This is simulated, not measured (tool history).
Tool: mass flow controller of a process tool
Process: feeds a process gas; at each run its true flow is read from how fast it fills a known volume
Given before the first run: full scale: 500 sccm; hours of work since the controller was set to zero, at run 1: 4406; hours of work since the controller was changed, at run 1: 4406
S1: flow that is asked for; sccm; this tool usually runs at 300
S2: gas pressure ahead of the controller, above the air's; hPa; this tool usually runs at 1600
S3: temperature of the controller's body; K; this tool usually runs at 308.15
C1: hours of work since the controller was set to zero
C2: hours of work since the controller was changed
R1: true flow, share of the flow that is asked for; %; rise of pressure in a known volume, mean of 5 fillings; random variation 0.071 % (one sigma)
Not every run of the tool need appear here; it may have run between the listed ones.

run 1 hour=0.0 | S1=300 S2=1600 S3=308.15 | C1=4406 C2=4406 | R1=100.35
run 2 hour=373.1 | S1=300 S2=1600 S3=308.15 | C1=4697 C2=4697 | R1=100.21
run 3 hour=856.3 | S1=300 S2=1600 S3=308.15 | C1=5074 C2=5074 | R1=100.18
-- hour=890.6 controller's zero set anew
run 4 hour=1359.5 | S1=300 S2=1600 S3=308.15 | C1=366 C2=5467 | R1=100.13
-- hour=1620.8 controller exchanged for a calibrated one
run 5 hour=1642.2 | S1=300 S2=1600 S3=308.15 | C1=17 C2=17 | R1=100.13
run 6 hour=1863.7 | S1=300 S2=1600 S3=308.15 | C1=190 C2=190 | R1=100.28
run 7 hour=2259.1 | S1=300 S2=1600 S3=308.15 | C1=498 C2=498 | R1=100.16
run 8 hour=2628.0 | S1=300 S2=1600 S3=308.15 | C1=786 C2=786 | R1=100.21
run 9 hour=3117.7 | S1=300 S2=1600 S3=309.15 | C1=1168 C2=1168 | R1=100.22
run 10 hour=3395.3 | S1=300 S2=1520 S3=308.15 | C1=1385 C2=1385 | R1=100.24
run 11 hour=3877.3 | S1=300 S2=1520 S3=308.15 | C1=1761 C2=1761 | R1=100.14
run 12 hour=4383.3 | S1=300 S2=1520 S3=308.15 | C1=2156 C2=2156 | R1=100.23
run 13 hour=4839.9 | S1=300 S2=1520 S3=308.15 | C1=2512 C2=2512 | R1=100.20
run 14 hour=5182.5 | S1=300 S2=1520 S3=308.15 | C1=2780 C2=2780 | R1=100.16
run 15 hour=5636.4 | S1=300 S2=1520 S3=308.15 | C1=3134 C2=3134 | R1=100.28
run 16 hour=5946.8 | S1=300 S2=1520 S3=308.15 | C1=3376 C2=3376 | R1=100.18
run 17 hour=6474.6 | S1=102 S2=1600 S3=308.15 | C1=3788 C2=3788 | R1=99.31
run 18 hour=6770.1 | S1=102 S2=1600 S3=308.15 | C1=4018 C2=4018 | R1=99.45
run 19 hour=7046.3 | S1=94 S2=1600 S3=299.15 | C1=4234 C2=4234 | R1=98.40
run 20 hour=7588.0 | S1=300 S2=2270 S3=298.15 | C1=4657 C2=4657 | R1=99.33
run 21 hour=7862.4 | S1=140 S2=1660 S3=308.15 | C1=4871 C2=4871 | R1=99.55
-- hour=8149.0 controller's zero set anew
run 22 hour=8304.9 | S1=140 S2=1660 S3=308.15 | C1=122 C2=5216 | R1=99.57
run 23 hour=8662.5 | S1=157 S2=1740 S3=300.15 | C1=401 C2=5495 | R1=98.74
-- hour=8905.9 controller exchanged for a calibrated one
run 24 hour=9031.9 | S1=324 S2=2450 S3=308.15 | C1=98 C2=98 | R1=100.66
run 25 hour=9570.1 | S1=324 S2=2450 S3=308.15 | C1=518 C2=518 | R1=100.70
run 26 hour=9914.7 | S1=324 S2=2450 S3=308.15 | C1=787 C2=787 | R1=100.51
run 27 hour=10204.0 | S1=300 S2=1600 S3=294.15 | C1=1013 C2=1013 | R1=98.66
run 28 hour=10536.0 | S1=297 S2=2180 S3=294.15 | C1=1272 C2=1272 | R1=98.88
run 29 hour=10891.8 | S1=297 S2=2180 S3=294.15 | C1=1550 C2=1550 | R1=98.79
run 30 hour=11129.8 | S1=308 S2=1880 S3=309.15 | C1=1735 C2=1735 | R1=100.41

Take each entry between the runs: how does the hidden state at the last listed run before it differ from the hidden state at the first listed run after it?
Logged between run 3 and run 4: controller's zero set anew (hour 890.6)
  flow at rest that the sensor doesn't see, % of full scale: 0.003 -> 0
Logged between run 4 and run 5: controller exchanged for a calibrated one (hour 1620.8)
  no difference in the tool's unlogged condition between these two runs
Logged between run 21 and run 22: controller's zero set anew (hour 8149.0)
  flow at rest that the sensor doesn't see, % of full scale: 0.003 -> 0
Logged between run 23 and run 24: controller exchanged for a calibrated one (hour 8905.9)
  no difference in the tool's unlogged condition between these two runs
